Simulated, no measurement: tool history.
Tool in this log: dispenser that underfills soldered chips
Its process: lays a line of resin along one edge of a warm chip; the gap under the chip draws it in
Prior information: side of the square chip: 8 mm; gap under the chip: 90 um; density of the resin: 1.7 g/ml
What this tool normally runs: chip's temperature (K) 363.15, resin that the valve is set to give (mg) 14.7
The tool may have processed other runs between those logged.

run	hour	chip's temperature (K)	resin that the valve is set to give (mg)	time until the resin shows at the far edge (s)	resin that the valve gave (mg)
1	0	363.15	14.7	71.1	14.27
# hour 3: new syringe of resin
# hour 7.1: dispensing valve cleaned and set on the balance
2	11.4	363.15	14.7	66.1	14.64
# hour 16.6: new syringe of resin
3	20.6	363.15	14.7	56.2	14.69
# hour 29.1: new syringe of resin
4	30.8	363.15	14.7	49.2	14.49
5	39.7	363.15	14.7	74.6	14.37
# hour 41.2: new syringe of resin
6	46.4	363.15	14.7	60.6	14.51
# hour 53.4: new syringe of resin
7	55.6	363.15	14.7	49.4	14.43
8	64.2	363.15	14.7	75	14.46
# hour 66.2: new syringe of resin
9	74.9	363.15	14.7	69.7	14.31
# hour 79.1: new syringe of resin
# hour 83.7: dispensing valve cleaned and set on the balance
10	88.2	363.15	14.7	63.1	14.63
# hour 92.3: new syringe of resin
11	95.8	363.15	14.7	52.1	14.55
# hour 105.2: new syringe of resin
12	107.2	377.15	14.7	34.4	14.52
# hour 117.5: new syringe of resin
13	117.5	362.15	14.7	45.7	14.51
14	124.6	363.15	14.7	64.6	14.42
# hour 129.9: new syringe of resin
15	135.3	363.15	14.7	58.8	14.47
# hour 142.3: new syringe of resin
16	142.3	359.15	14.7	50.6	14.35
17	154	359.15	14.7	88.2	14.3
# hour 154.9: new syringe of resin
# hour 161.2: dispensing valve cleaned and set on the balance
18	167.3	359.15	14.7	86.8	14.71
# hour 168.4: new syringe of resin
19	176.6	351.15	14	93.6	13.79
# hour 181: new syringe of resin
20	182.3	363.15	17	45.8	16.79
21	189.3	363.15	17	64.5	16.8
# hour 193.4: new syringe of resin
22	201	363.15	17	62.2	16.63
# hour 206.4: new syringe of resin
23	207.7	364.15	17.6	45.4	17.27
24	218.1	372.15	14.7	59.1	14.35
# hour 219.5: new syringe of resin
25	223.8	351.15	14.4	78.9	14
# hour 232.1: new syringe of resin
26	232.7	351.15	14.4	65.7	14.03

What will run 27 give?
# hour 238: dispensing valve cleaned and set on the balance
27	244.9	351.15	14.4	?	?

Run 27 gave time until the resin shows at the far edge (s) 111.6, resin that the valve gave (mg) 14.47.
Were there no unlogged condition in the tool, this run, its random variation unchanged, would have produced time until the resin shows at the far edge (s) 67.6, resin that the valve gave (mg) 14.49.
